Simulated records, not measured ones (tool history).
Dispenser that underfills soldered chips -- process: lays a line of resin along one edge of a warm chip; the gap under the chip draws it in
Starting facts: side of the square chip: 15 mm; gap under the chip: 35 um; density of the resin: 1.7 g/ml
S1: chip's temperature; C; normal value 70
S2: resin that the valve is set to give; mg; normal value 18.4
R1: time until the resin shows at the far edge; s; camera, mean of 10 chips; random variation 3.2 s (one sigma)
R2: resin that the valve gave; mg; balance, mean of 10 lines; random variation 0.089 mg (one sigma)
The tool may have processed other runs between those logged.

run 1 hour=0 | S1=70 S2=18.4 | R1=363.3 R2=18.02
run 2 hour=4 | S1=70 S2=18.4 | R1=448.5 R2=17.97
run 3 hour=9.9 | S1=59 S2=18.4 | R1=917.3 R2=17.65
-- hour=10.6 new syringe of resin
run 4 hour=13.1 | S1=59 S2=18.4 | R1=538.1 R2=17.76
run 5 hour=18.1 | S1=70 S2=20.6 | R1=460.1 R2=19.88
run 6 hour=21.9 | S1=70 S2=20.6 | R1=564.1 R2=19.84
-- hour=24 new syringe of resin
run 7 hour=25.8 | S1=70 S2=20.6 | R1=336.5 R2=19.73
run 8 hour=31.1 | S1=70 S2=20.6 | R1=441.9 R2=19.65
run 9 hour=36.3 | S1=68 S2=17.3 | R1=668 R2=16.68
-- hour=37.4 new syringe of resin
run 10 hour=42.6 | S1=62 S2=19.4 | R1=557.1 R2=18.5

Run 11 is up next; what results do you expect?
run 11 hour=47.1 | S1=65 S2=21.8 | R1=? R2=?

{"run 11": {"R1": 607.4, "R2": 20.87}}
Were there no unlogged condition in the tool, this run, its random variation unchanged, would have produced R1 372.1 s, R2 21.92 mg.
